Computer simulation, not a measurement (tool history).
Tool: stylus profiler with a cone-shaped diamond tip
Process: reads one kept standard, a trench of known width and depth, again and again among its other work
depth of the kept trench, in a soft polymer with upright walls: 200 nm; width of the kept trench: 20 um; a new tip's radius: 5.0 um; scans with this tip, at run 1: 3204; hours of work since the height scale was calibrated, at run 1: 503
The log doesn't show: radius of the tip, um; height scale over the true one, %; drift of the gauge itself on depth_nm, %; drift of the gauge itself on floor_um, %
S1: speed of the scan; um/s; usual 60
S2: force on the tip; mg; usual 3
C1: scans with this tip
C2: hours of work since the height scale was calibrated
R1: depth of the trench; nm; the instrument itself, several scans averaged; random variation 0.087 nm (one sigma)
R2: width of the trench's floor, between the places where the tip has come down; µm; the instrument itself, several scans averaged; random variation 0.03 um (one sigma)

run,hour,S1,S2,C1,C2,R1,R2
1,0,60,3,3204,503,201.95,16.58
2,93.4,60,3,3481,546,201.63,16.62
3,146.2,60,3,3637,570,201.66,16.53
4,208.8,84,3,3822,600,201.62,16.36
5,304.3,84,3,4105,644,201.57,16.43
6,384.7,60,3,4343,681,201.76,16.51
7,459,60,3,4563,716,201.62,16.51
8,535,60,1.1,4788,751,200.39,16.26
9,639.8,60,1.1,5098,800,200.55,16.29
10,721.9,60,1.1,5341,838,200.17,16.25
11,777,60,1.1,5505,863,200.4,16.21
12,885,60,1.1,5824,914,200.15,16.21
13,936.3,60,1.1,5976,937,200.31,16.19
14,1024.5,60,3,6237,978,201.28,16.41
15,1096.4,60,3,6450,1012,201.26,16.39
16,1174.3,60,3,6681,1048,201.22,16.39
17,1287.2,60,3,7015,1100,201.11,16.33
18,1349,60,3,7198,1129,201.25,16.33
19,1413.4,60,1.39,7389,1159,200.23,16.17
20,1517.1,60,3,7696,1207,201.09,16.31
21,1619.7,60,8.12,8000,1255,203.15,16.43
22,1733.3,60,8.12,8336,1307,203.02,16.33
23,1829.6,60,8.12,8621,1352,203,16.37
24,1940.7,29,1.02,8950,1404,199.9,16.29
25,2048,27,2.02,9268,1454,200.32,16.37
26,2146.5,27,2.02,9559,1499,200.32,16.34
27,2210,87,4.29,9747,1529,201.39,16.03
28,2256.9,87,4.29,9886,1551,201.56,16.08
29,2311.1,87,4.29,10046,1576,201.35,16.09
30,2384.9,95,2.79,10265,1610,200.6,15.87
31,2447.1,217,1.32,10449,1639,199.91,14.56
32,2519.7,42,6.86,10664,1673,202.26,16.23
33,2585.4,44,4.2,10858,1703,201.1,16.28
34,2696.2,35,1.61,11186,1755,200.04,16.14
35,2808.6,137,2.76,11519,1807,200.63,15.6
36,2873.5,160,1.24,11711,1837,199.63,14.9
# hour 2924.5: height scale calibrated on a step standard
37,2947,111,2.76,11927,10,201.93,15.74
38,3033.6,111,2.76,12184,51,201.97,15.65
39,3094,111,2.85,12363,79,202.01,15.69
40,3184.3,36,8.22,12630,121,204.01,16.2
41,3276.3,56,8.97,12902,163,204.36,16.17
42,3361.9,202,3,13156,203,202.07,15.1
43,3473,60,1.38,13485,255,201.22,15.69
44,3580,15,1.28,13801,304,201.06,16.2
45,3688.5,19,1.96,14123,355,201.22,16.09

Hidden state or all else? Some run-to-run changes of R1, split into what the settings, what came in and random variation would give without the hidden state, and what is left for the hidden state (with any gauge scatter that isn't in both results):
Run 5 -> 6: S1 84 -> 60. R1 +0.19 nm: hidden state -0.05, all else +0.24.
Run 20 -> 21: S2 3 -> 8.12. R1 +2.06 nm: hidden state -0.06, all else +2.12.
Run 23 -> 24: S1 60 -> 29, S2 8.12 -> 1.02. R1 -3.1 nm: hidden state -0.03, all else -3.07.
Run 31 -> 32: S1 217 -> 42, S2 1.32 -> 6.86. R1 +2.35 nm: hidden state -0.04, all else +2.39.
Run 36 -> 37: S1 160 -> 111, S2 1.24 -> 2.76, height scale calibrated on a step standard. R1 +2.3 nm: hidden state +1.5, all else +0.8.

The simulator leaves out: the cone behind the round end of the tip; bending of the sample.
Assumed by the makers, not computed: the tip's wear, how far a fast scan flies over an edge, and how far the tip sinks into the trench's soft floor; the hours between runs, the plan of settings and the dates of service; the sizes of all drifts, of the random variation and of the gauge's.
